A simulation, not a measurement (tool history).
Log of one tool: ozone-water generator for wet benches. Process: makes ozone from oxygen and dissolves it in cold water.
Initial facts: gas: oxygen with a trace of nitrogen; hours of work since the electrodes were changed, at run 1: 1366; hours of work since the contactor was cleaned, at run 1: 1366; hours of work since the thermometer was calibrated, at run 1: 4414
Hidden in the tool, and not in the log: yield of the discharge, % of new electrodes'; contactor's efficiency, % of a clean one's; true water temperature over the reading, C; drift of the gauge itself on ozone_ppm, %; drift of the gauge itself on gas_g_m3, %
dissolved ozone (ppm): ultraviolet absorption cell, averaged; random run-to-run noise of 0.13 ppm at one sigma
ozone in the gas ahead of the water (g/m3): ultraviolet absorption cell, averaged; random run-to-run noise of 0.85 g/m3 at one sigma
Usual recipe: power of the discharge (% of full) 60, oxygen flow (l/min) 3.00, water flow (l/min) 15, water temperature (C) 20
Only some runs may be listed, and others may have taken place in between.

run	hour	power of the discharge (% of full)	oxygen flow (l/min)	water flow (l/min)	water temperature (C)	hours of work since the electrodes were changed	hours of work since the contactor was cleaned	hours of work since the thermometer was calibrated	dissolved ozone (ppm)	ozone in the gas ahead of the water (g/m3)
1	0.0	60	3.00	15	20	1366	1366	4414	12.6	135.2
2	37.3	60	3.00	15	20	1394	1394	4443	12.4	134.5
3	104.1	60	3.00	15	20	1445	1445	4494	12.5	134.7
4	138.6	60	3.00	15	20	1472	1472	4520	12.4	134.9
5	180.5	60	3.00	15	20	1503	1503	4552	12.5	135.3
# hour 184.6: water thermometer calibrated
6	213.3	60	3.00	15	20	1528	1528	22	12.3	135.0
7	246.9	60	3.00	17	20	1554	1554	47	11.3	135.3
8	288.8	60	3.00	17	14	1585	1585	79	11.7	135.0
9	330.1	60	3.00	15	20	1617	1617	111	12.3	133.8
10	362.9	60	3.00	15	20	1642	1642	136	12.3	134.1
11	415.0	60	3.00	15	20	1681	1681	175	12.4	134.5
12	443.6	60	3.00	15	25	1703	1703	197	11.5	132.6
13	500.1	60	4.82	15	14	1746	1746	240	14.8	113.8
14	531.1	69	1.60	15	14	1770	1770	264	11.6	178.3
# hour 550.0: water thermometer calibrated, once more
15	572.5	60	3.00	9	20	1801	1801	17	18.3	134.6
16	640.4	60	2.15	11	13	1853	1853	69	16.4	151.0

What does the tool deliver on the next run?
17	681.7	92	5.16	19	17	1884	1884	100	?	?

dissolved ozone (ppm): 14.8
ozone in the gas ahead of the water (g/m3): 139.1
With no hidden state in the tool, this same run would have given dissolved ozone (ppm) 15.8, ozone in the gas ahead of the water (g/m3) 142.7.

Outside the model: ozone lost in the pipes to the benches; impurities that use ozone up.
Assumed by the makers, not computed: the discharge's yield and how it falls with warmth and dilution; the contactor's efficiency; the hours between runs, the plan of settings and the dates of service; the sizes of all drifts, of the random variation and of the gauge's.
